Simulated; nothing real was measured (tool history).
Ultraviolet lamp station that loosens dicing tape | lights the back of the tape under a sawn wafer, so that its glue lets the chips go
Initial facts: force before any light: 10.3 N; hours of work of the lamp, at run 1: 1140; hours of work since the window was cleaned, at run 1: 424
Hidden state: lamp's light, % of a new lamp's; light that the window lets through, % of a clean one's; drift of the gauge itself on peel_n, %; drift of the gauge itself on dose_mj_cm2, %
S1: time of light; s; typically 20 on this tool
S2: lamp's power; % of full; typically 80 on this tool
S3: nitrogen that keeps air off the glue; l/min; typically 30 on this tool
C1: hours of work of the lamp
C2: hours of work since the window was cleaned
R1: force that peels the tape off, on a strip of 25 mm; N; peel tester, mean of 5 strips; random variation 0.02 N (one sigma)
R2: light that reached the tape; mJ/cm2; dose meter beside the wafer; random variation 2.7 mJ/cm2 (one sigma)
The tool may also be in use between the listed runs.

{"run": 1, "hour": 0.0, "S1": 20, "S2": 80, "S3": 30, "C1": 1140, "C2": 424, "R1": 2.116, "R2": 244}
{"run": 2, "hour": 75.8, "S1": 20, "S2": 80, "S3": 30, "C1": 1194, "C2": 478, "R1": 2.212, "R2": 236}
{"run": 3, "hour": 113.2, "S1": 20, "S2": 80, "S3": 30, "C1": 1221, "C2": 504, "R1": 2.352, "R2": 227}
{"hour": 120.7, "done": "lamp changed"}
{"run": 4, "hour": 187.2, "S1": 12, "S2": 80, "S3": 30, "C1": 48, "C2": 557, "R1": 3.082, "R2": 185}
{"run": 5, "hour": 221.4, "S1": 12, "S2": 80, "S3": 30, "C1": 72, "C2": 581, "R1": 3.128, "R2": 185}
{"run": 6, "hour": 284.5, "S1": 20, "S2": 80, "S3": 24, "C1": 117, "C2": 626, "R1": 1.749, "R2": 299}
{"hour": 318.2, "done": "window cleaned of glue's vapour"}
{"run": 7, "hour": 325.6, "S1": 20, "S2": 80, "S3": 24, "C1": 146, "C2": 5, "R1": 1.932, "R2": 270}
{"run": 8, "hour": 394.2, "S1": 20, "S2": 80, "S3": 24, "C1": 195, "C2": 54, "R1": 2.077, "R2": 264}
{"run": 9, "hour": 465.0, "S1": 20, "S2": 80, "S3": 11, "C1": 246, "C2": 105, "R1": 3.11, "R2": 259}
{"run": 10, "hour": 516.7, "S1": 20, "S2": 80, "S3": 11, "C1": 283, "C2": 142, "R1": 3.142, "R2": 252}
{"run": 11, "hour": 554.5, "S1": 20, "S2": 64, "S3": 30, "C1": 310, "C2": 169, "R1": 2.826, "R2": 188}
{"run": 12, "hour": 591.8, "S1": 20, "S2": 80, "S3": 30, "C1": 336, "C2": 196, "R1": 2.099, "R2": 242}
{"run": 13, "hour": 631.6, "S1": 20, "S2": 80, "S3": 30, "C1": 365, "C2": 224, "R1": 2.213, "R2": 237}
{"run": 14, "hour": 680.1, "S1": 20, "S2": 92, "S3": 30, "C1": 399, "C2": 259, "R1": 1.806, "R2": 268}
{"run": 15, "hour": 728.0, "S1": 27, "S2": 80, "S3": 30, "C1": 434, "C2": 293, "R1": 1.415, "R2": 306}
{"run": 16, "hour": 785.4, "S1": 27, "S2": 80, "S3": 30, "C1": 475, "C2": 334, "R1": 1.499, "R2": 294}
{"hour": 813.7, "done": "window cleaned of glue's vapour, once more"}
{"run": 17, "hour": 864.9, "S1": 27, "S2": 80, "S3": 30, "C1": 531, "C2": 37, "R1": 0.65, "R2": 435}
{"run": 18, "hour": 940.0, "S1": 20, "S2": 75, "S3": 30, "C1": 585, "C2": 90, "R1": 1.502, "R2": 294}
{"run": 19, "hour": 974.2, "S1": 20, "S2": 75, "S3": 30, "C1": 609, "C2": 115, "R1": 1.541, "R2": 284}
{"run": 20, "hour": 1051.2, "S1": 20, "S2": 75, "S3": 30, "C1": 664, "C2": 170, "R1": 1.672, "R2": 282}
{"run": 21, "hour": 1127.6, "S1": 20, "S2": 75, "S3": 30, "C1": 719, "C2": 224, "R1": 1.692, "R2": 275}
{"run": 22, "hour": 1192.8, "S1": 20, "S2": 75, "S3": 30, "C1": 765, "C2": 271, "R1": 1.824, "R2": 270}
{"run": 23, "hour": 1268.1, "S1": 29, "S2": 75, "S3": 12, "C1": 819, "C2": 325, "R1": 1.657, "R2": 379}
{"run": 24, "hour": 1318.1, "S1": 39, "S2": 65, "S3": 51, "C1": 855, "C2": 360, "R1": 0.472, "R2": 430}
{"run": 25, "hour": 1364.1, "S1": 24, "S2": 67, "S3": 30, "C1": 888, "C2": 393, "R1": 1.804, "R2": 266}
{"run": 26, "hour": 1400.3, "S1": 12, "S2": 80, "S3": 59, "C1": 914, "C2": 419, "R1": 3.115, "R2": 157}
{"run": 27, "hour": 1437.2, "S1": 12, "S2": 80, "S3": 59, "C1": 940, "C2": 446, "R1": 3.105, "R2": 153}
{"run": 28, "hour": 1491.9, "S1": 40, "S2": 90, "S3": 11, "C1": 979, "C2": 485, "R1": 0.752, "R2": 565}
{"run": 29, "hour": 1560.0, "S1": 11, "S2": 82, "S3": 11, "C1": 1028, "C2": 533, "R1": 5.164, "R2": 139}
{"run": 30, "hour": 1605.3, "S1": 30, "S2": 80, "S3": 9, "C1": 1060, "C2": 566, "R1": 2.078, "R2": 361}
{"run": 31, "hour": 1686.9, "S1": 30, "S2": 80, "S3": 9, "C1": 1119, "C2": 624, "R1": 2.155, "R2": 352}
{"hour": 1723.7, "done": "window cleaned of glue's vapour"}
{"run": 32, "hour": 1728.8, "S1": 30, "S2": 80, "S3": 9, "C1": 1148, "C2": 4, "R1": 1.62, "R2": 424}
{"run": 33, "hour": 1768.4, "S1": 20, "S2": 80, "S3": 40, "C1": 1176, "C2": 32, "R1": 1.533, "R2": 276}
{"run": 34, "hour": 1831.2, "S1": 20, "S2": 80, "S3": 40, "C1": 1221, "C2": 77, "R1": 1.637, "R2": 268}
{"hour": 1836.7, "done": "lamp changed"}
{"run": 35, "hour": 1907.0, "S1": 13, "S2": 97, "S3": 10, "C1": 50, "C2": 130, "R1": 2.979, "R2": 279}
{"run": 36, "hour": 1948.0, "S1": 21, "S2": 76, "S3": 57, "C1": 80, "C2": 160, "R1": 0.791, "R2": 345}
{"run": 37, "hour": 2024.1, "S1": 21, "S2": 76, "S3": 15, "C1": 134, "C2": 214, "R1": 1.784, "R2": 332}

Hidden state at the last listed run before each entry between runs and at the first one after, where it differs:
Logged between run 3 and run 4: lamp changed (hour 120.7)
  lamp's light, % of a new lamp's: 72.9 -> 99; light that the window lets through, % of a clean one's: 86 -> 84.5
  measured value less the no-hidden-state value, R1: +1.359 -> +0.638 N; R2: -137 -> -36 mJ/cm2
Logged between run 6 and run 7: window cleaned of glue's vapour (hour 318.2)
  lamp's light, % of a new lamp's: 97.6 -> 96.9; light that the window lets through, % of a clean one's: 82.6 -> 75.8
  measured value less the no-hidden-state value, R1: +0.598 -> +0.844 N; R2: -72 -> -98 mJ/cm2
Logged between run 16 and run 17: window cleaned of glue's vapour, once more (hour 813.7)
  lamp's light, % of a new lamp's: 89.7 -> 88.6; light that the window lets through, % of a clean one's: 66.8 -> 98.8
  measured value less the no-hidden-state value, R1: +1.044 -> +0.193 N; R2: -198 -> -62 mJ/cm2
Logged between run 31 and run 32: window cleaned of glue's vapour (hour 1723.7)
  lamp's light, % of a new lamp's: 76.2 -> 75.5; light that the window lets through, % of a clean one's: 82.5 -> 99.8
  measured value less the no-hidden-state value, R1: +1.253 -> +0.71 N; R2: -206 -> -137 mJ/cm2
Logged between run 34 and run 35: lamp changed (hour 1836.7)
  lamp's light, % of a new lamp's: 73.9 -> 98.7; light that the window lets through, % of a clean one's: 97.7 -> 96.2
  measured value less the no-hidden-state value, R1: +0.805 -> +0.192 N; R2: -103 -> -15 mJ/cm2
